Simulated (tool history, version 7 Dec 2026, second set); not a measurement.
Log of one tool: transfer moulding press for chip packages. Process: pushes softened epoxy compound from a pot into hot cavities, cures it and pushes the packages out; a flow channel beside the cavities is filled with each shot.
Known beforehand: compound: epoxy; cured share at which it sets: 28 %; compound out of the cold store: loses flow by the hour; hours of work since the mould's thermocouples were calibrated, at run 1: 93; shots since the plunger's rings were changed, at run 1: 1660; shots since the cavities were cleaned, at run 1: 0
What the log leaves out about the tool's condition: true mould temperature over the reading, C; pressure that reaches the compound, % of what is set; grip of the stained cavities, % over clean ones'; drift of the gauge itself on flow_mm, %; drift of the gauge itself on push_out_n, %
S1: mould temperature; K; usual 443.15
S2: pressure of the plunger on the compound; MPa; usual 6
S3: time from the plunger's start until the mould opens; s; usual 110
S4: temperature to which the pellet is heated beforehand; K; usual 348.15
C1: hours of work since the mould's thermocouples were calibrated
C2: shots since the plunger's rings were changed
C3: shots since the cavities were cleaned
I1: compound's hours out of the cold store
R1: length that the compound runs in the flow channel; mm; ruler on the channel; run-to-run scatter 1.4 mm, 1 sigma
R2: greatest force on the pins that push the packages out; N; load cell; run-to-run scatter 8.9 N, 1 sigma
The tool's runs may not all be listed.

Run 1, day 0: usual settings; C1 93; C2 1660; C3 0; I1 45.2. Result: R1 866 mm, R2 380 N.
Run 2, day 0.338: usual settings; C1 97; C2 1728; C3 68; I1 11.5. Result: R1 947 mm, R2 441 N.
Run 3, day 0.833: usual settings; C1 103; C2 1828; C3 168; I1 46.7. Result: R1 861 mm, R2 450 N.
Run 4, day 1.296: usual settings; C1 108; C2 1921; C3 261; I1 30.9. Result: R1 896 mm, R2 495 N.
Run 5, day 1.921: usual settings; C1 115; C2 2047; C3 387; I1 15. Result: R1 937 mm, R2 567 N.
Run 6, day 2.183: usual settings but S2 5.71 MPa; C1 118; C2 2099; C3 439; I1 43.5. Result: R1 848 mm, R2 525 N.
Run 7, day 2.512: usual settings but S2 5.71 MPa; C1 122; C2 2166; C3 506; I1 20.7. Result: R1 899 mm, R2 525 N.
Run 8, day 3.121: usual settings but S2 5.71 MPa; C1 129; C2 2288; C3 628; I1 46.6. Result: R1 836 mm, R2 557 N.
Run 9, day 3.604: usual settings but S1 444.15 K, S2 6.7 MPa, S3 92 s, S4 346.15 K; C1 134; C2 2386; C3 726; I1 38.5. Result: R1 921 mm, R2 694 N.
Run 10, day 4.058: usual settings but S1 444.15 K, S2 6.7 MPa, S3 92 s, S4 346.15 K; C1 139; C2 2477; C3 817; I1 38.4. Result: R1 920 mm, R2 726 N.
Run 11, day 4.546: usual settings but S1 449.15 K, S2 6.95 MPa, S3 92 s, S4 357.15 K; C1 145; C2 2575; C3 915; I1 44.3. Result: R1 903 mm, R2 559 N.
Run 12, day 5.104: usual settings but S1 449.15 K, S2 6.95 MPa, S3 92 s, S4 357.15 K; C1 151; C2 2688; C3 1028; I1 28.9. Result: R1 939 mm, R2 588 N.
At day 5.492: cavities cleaned with cleaning compound and waxed.
Run 13, day 5.65: usual settings but S1 436.15 K, S2 7.23 MPa, S3 98 s, S4 349.15 K; C1 157; C2 2785; C3 32; I1 26.6. Result: R1 1020 mm, R2 808 N.
Run 14, day 6.046: usual settings but S3 109 s; C1 161; C2 2864; C3 111; I1 44.6. Result: R1 856 mm, R2 440 N.

What does the tool deliver on the next run?
At day 6.358: plunger's sealing rings changed.
Run 15, day 6.571: usual settings but S3 124 s, S4 351.15 K; C1 166; C2 43; C3 196; I1 24.4. Result: R1 ?, R2 ?.

R1: 929 mm
R2: 433 N
The same run, on a tool lacking any hidden state, would have yielded R1 932 mm, R2 370 N.
